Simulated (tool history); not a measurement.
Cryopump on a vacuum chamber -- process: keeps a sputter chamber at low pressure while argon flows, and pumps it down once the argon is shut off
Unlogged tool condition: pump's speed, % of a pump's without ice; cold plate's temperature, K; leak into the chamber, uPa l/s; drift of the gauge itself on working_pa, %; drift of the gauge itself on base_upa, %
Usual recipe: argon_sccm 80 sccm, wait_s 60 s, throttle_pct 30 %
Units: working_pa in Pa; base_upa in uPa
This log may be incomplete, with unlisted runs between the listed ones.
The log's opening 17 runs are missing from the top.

| run | hour | argon_sccm | wait_s | throttle_pct | hours of work since the pump was warmed up and emptied | hours of work since the cold head was overhauled | hours of work since the chamber's fittings were tightened | working_pa | base_upa |
|---|---|---|---|---|---|---|---|---|---|
| 18 | 601.1 | 112 | 60 | 30 | 510 | 1593 | 2002 | 0.5808 | 3.08 |
| 19 | 646.6 | 112 | 60 | 30 | 548 | 1631 | 2041 | 0.5878 | 3.17 |
| 20 | 693 | 58 | 20 | 16 | 588 | 1671 | 2080 | 0.5638 | 7.07 |
| 21 | 737.7 | 65 | 264 | 23 | 626 | 1709 | 2118 | 0.4431 | 1.64 |
| 22 | 786.8 | 98 | 287 | 30 | 667 | 1750 | 2160 | 0.5133 | 1.67 |
| 23 | 816.9 | 80 | 51 | 19 | 693 | 1776 | 2185 | 0.6529 | 3.58 |
| 24 | 860.1 | 80 | 51 | 19 | 730 | 1812 | 2222 | 0.6583 | 3.58 |
| 25 | 899.4 | 45 | 109 | 26 | 763 | 1846 | 2255 | 0.2735 | 2.37 |
| 26 | 947.2 | 45 | 282 | 26 | 803 | 1886 | 2296 | 0.274 | 1.81 |
| 27 | 984.7 | 43 | 32 | 18 | 835 | 1918 | 2327 | 0.3734 | 4.99 |
| 28 | 1019.2 | 82 | 36 | 16 | 864 | 1947 | 2357 | 0.7979 | 4.51 |
|  | 1030 | leaking fittings of the chamber tightened, without venting |
| 29 | 1053.4 | 83 | 39 | 18 | 892 | 1975 | 20 | 0.7265 | 3.41 |
| 30 | 1094.9 | 50 | 60 | 43 | 927 | 2010 | 55 | 0.1947 | 2.4 |
| 31 | 1132.2 | 50 | 60 | 43 | 959 | 2042 | 87 | 0.1952 | 2.4 |
| 32 | 1179.4 | 50 | 60 | 43 | 999 | 2082 | 127 | 0.1967 | 2.41 |
| 33 | 1221.9 | 50 | 33 | 43 | 1035 | 2118 | 163 | 0.1987 | 3.88 |

Alternative continuations, all from the tool just after run 33; predict every row:
| A | 1248.9 | 80 | 60 | 19 | 1058 | 2141 | 186 | ? | ? |
| B | 1248.9 | 35 | 33 | 23 | 1058 | 2141 | 186 | ? | ? |
| C | 1248.9 | 136 | 44 | 43 | 1058 | 2141 | 186 | ? | ? |

| run | working_pa | base_upa |
|---|---|---|
| A | 0.6706 | 2.41 |
| B | 0.2441 | 4.1 |
| C | 0.538 | 3.17 |
With the hidden condition removed and each run's random variation left untouched, the same runs would have given:
| run | working_pa | base_upa |
|---|---|---|
| A | 0.6333 | 2.23 |
| B | 0.2279 | 3.91 |
| C | 0.4748 | 2.99 |
